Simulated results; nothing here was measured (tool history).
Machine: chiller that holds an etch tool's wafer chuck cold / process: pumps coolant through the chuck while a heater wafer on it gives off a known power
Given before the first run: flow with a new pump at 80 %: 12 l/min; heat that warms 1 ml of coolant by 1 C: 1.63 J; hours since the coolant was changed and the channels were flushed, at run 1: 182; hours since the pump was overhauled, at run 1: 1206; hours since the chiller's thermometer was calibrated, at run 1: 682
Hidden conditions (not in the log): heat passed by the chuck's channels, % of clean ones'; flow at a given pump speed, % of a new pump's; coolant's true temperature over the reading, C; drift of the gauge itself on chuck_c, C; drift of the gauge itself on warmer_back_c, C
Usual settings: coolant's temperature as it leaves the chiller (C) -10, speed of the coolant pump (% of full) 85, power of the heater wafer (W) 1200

| run | hour | coolant's temperature as it leaves the chiller (C) | speed of the coolant pump (% of full) | power of the heater wafer (W) | hours since the coolant was changed and the channels were flushed | hours since the pump was overhauled | hours since the chiller's thermometer was calibrated | chuck's temperature once it has settled (C) | how much warmer the coolant comes back (C) |
|---|---|---|---|---|---|---|---|---|---|
| 1 | 0 | -10 | 85 | 1200 | 182 | 1206 | 682 | -2.5 | 3.48 |
| 2 | 51.7 | -10 | 85 | 1200 | 234 | 1258 | 733 | -2.3 | 3.48 |
| 3 | 77.7 | -10 | 85 | 1200 | 260 | 1284 | 759 | -2.5 | 3.4 |
| 4 | 120.7 | -10 | 85 | 1494 | 303 | 1327 | 802 | -0.8 | 4.23 |
| 5 | 175.2 | -10 | 71 | 1200 | 357 | 1381 | 857 | -1.4 | 4.15 |
| 6 | 220.4 | -10 | 85 | 1200 | 402 | 1426 | 902 | -2.6 | 3.39 |
| 7 | 273.2 | -10 | 85 | 1200 | 455 | 1479 | 955 | -2.5 | 3.36 |
| 8 | 309 | -2 | 85 | 1200 | 491 | 1515 | 991 | 5.5 | 3.36 |
| 9 | 342.5 | -2 | 93 | 1200 | 524 | 1549 | 1024 | 4.8 | 3.08 |
| 10 | 379.9 | -2 | 93 | 1531 | 562 | 1586 | 1062 | 6.7 | 3.89 |
| 11 | 408.7 | -7 | 93 | 1531 | 591 | 1615 | 1090 | 1.7 | 3.92 |
| 12 | 447.5 | -7 | 93 | 1531 | 629 | 1654 | 1129 | 1.8 | 3.84 |
| 13 | 483.1 | -10 | 85 | 1200 | 665 | 1689 | 1165 | -2.8 | 3.35 |
| 14 | 525.8 | -10 | 85 | 1200 | 708 | 1732 | 1208 | -2.6 | 3.3 |
| 15 | 562.5 | -17 | 85 | 1200 | 744 | 1769 | 1244 | -9.6 | 3.26 |
| 16 | 615.4 | -10 | 85 | 1200 | 797 | 1821 | 1297 | -2.5 | 3.29 |
| 17 | 671.2 | -13 | 81 | 835 | 853 | 1877 | 1353 | -7.7 | 2.37 |
| 18 | 706 | -19 | 61 | 796 | 888 | 1912 | 1388 | -12.5 | 3.07 |
| 19 | 747 | -15 | 98 | 1080 | 929 | 1953 | 1429 | -9.1 | 2.45 |
| 20 | 793.6 | -3 | 79 | 742 | 976 | 2000 | 1475 | 1.9 | 2 |
| 21 | 841.7 | -8 | 70 | 1556 | 1024 | 2048 | 1523 | 3.3 | 5.33 |
| 22 | 870.1 | -1 | 86 | 1200 | 1052 | 2076 | 1552 | 6.3 | 3.12 |
| 23 | 917.9 | -9 | 61 | 1200 | 1100 | 2124 | 1600 | 0.9 | 4.63 |
| 24 | 941.9 | -9 | 61 | 1200 | 1124 | 2148 | 1624 | 0.9 | 4.65 |
| 25 | 997.9 | -15 | 69 | 1307 | 1180 | 2204 | 1680 | -5.4 | 4.45 |
|  | 1013.5 | gauge calibrated |
| 26 | 1022.5 | -11 | 78 | 601 | 1204 | 2229 | 1704 | -7.1 | 1.87 |
| 27 | 1073.4 | -9 | 82 | 1298 | 1255 | 2279 | 1755 | -0.7 | 3.86 |
| 28 | 1125.2 | -19 | 75 | 1143 | 1307 | 2331 | 1807 | -11.1 | 3.72 |
| 29 | 1149.8 | -14 | 90 | 1334 | 1332 | 2356 | 1831 | -6.1 | 3.58 |
| 30 | 1197.6 | -10 | 79 | 1200 | 1380 | 2404 | 1879 | -2.2 | 3.66 |
| 31 | 1239.8 | -9 | 84 | 768 | 1422 | 2446 | 1921 | -4.3 | 2.16 |
| 32 | 1290.3 | -17 | 97 | 1624 | 1472 | 2496 | 1972 | -8.1 | 3.94 |

Predict each of these 3 candidate next runs independently; none follows another, all start after run 32:
| A | 1340.6 | -7 | 94 | 1200 | 1523 | 2547 | 2022 | ? | ? |
| B | 1340.6 | -10 | 85 | 1687 | 1523 | 2547 | 2022 | ? | ? |
| C | 1340.6 | -10 | 92 | 1200 | 1523 | 2547 | 2022 | ? | ? |

| run | chuck's temperature once it has settled (C) | how much warmer the coolant comes back (C) |
|---|---|---|
| A | -0.2 | 3.07 |
| B | 0.4 | 4.71 |
| C | -3.1 | 3.13 |
Without the tool's hidden state the same runs would have given:
| run | chuck's temperature once it has settled (C) | how much warmer the coolant comes back (C) |
|---|---|---|
| A | -0.2 | 3.17 |
| B | 0.4 | 4.81 |
| C | -3.1 | 3.23 |

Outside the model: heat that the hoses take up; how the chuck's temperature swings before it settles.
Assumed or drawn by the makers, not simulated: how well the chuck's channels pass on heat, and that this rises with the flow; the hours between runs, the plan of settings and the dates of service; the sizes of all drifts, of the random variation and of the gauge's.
